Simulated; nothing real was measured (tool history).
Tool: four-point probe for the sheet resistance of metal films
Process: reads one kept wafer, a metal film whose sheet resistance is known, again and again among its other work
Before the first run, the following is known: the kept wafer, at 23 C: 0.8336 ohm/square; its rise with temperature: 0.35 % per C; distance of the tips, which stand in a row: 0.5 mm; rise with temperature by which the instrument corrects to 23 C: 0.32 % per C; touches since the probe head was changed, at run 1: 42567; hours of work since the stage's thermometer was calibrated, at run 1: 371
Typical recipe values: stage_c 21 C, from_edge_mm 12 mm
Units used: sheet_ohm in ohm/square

run,day,stage_c,from_edge_mm,touches since the probe head was changed,hours of work since the stage's thermometer was calibrated,sheet_ohm
1,0,21,12,42567,371,0.836925
2,0.829,21,12,43583,383,0.83702
3,1.562,19,12,44482,394,0.836369
4,2.367,19,12,45467,406,0.836705
5,3.338,19,3,46661,420,0.848267
6,4.142,25,12,47645,431,0.838548
7,4.996,28,12,48693,444,0.839153
8,6.225,28,12,50200,461,0.839383
9,7.471,20,12,51730,479,0.837348
10,8.508,20,12,52998,494,0.837521
11,9.071,20,24,53692,502,0.83683
12,9.954,20,24,54773,515,0.83699
13,11.096,20,24,56173,532,0.837151
14,11.796,20,11,57033,542,0.838006
15,12.508,21,12,57905,552,0.838075
16,13.704,21,12,59371,569,0.838173
17,14.679,21,12,60569,584,0.838361
18,15.938,21,12,62112,602,0.83815
19,16.912,21,12,63305,616,0.838771
20,17.821,20,4,64421,629,0.844482
21,19.008,24,48,65877,646,0.839232
22,20.175,18,12,67305,663,0.838088
23,20.9,21,17,68197,673,0.838477
24,21.883,18,15,69400,688,0.837717
# day 21.954: stage's thermometer calibrated
25,22.875,34,22,70590,13,0.842321
26,23.679,19,22,71579,25,0.838322
27,24.533,31,6,72623,37,0.844566
28,25.221,31,6,73466,47,0.844792
# day 26.142: stage's thermometer calibrated, once more
29,26.379,32,8,74862,3,0.843135
30,27.579,32,8,76333,21,0.843048
31,28.642,21,23,77636,36,0.838636
32,29.225,21,23,78355,45,0.838768
33,29.925,21,23,79210,55,0.838994
34,30.712,30,4,80180,66,0.848092
35,31.762,21,52,81463,81,0.839077
36,32.483,25,12,82348,92,0.840958
37,33.404,25,12,83480,105,0.840804

What if the next run were any one of these 5? Each begins from the tool's condition after run 37:
A,34.508,34,51,84834,121,?
B,34.508,22,12,84834,121,?
C,34.508,33,57,84834,121,?
D,34.508,31,8,84834,121,?
E,34.508,20,33,84834,121,?

run,sheet_ohm
A,0.842856
B,0.840059
C,0.842454
D,0.843334
E,0.838792
With the hidden condition removed and each run's random variation left untouched, the same runs would have given:
run,sheet_ohm
A,0.836752
B,0.833975
C,0.836353
D,0.837228
E,0.832717
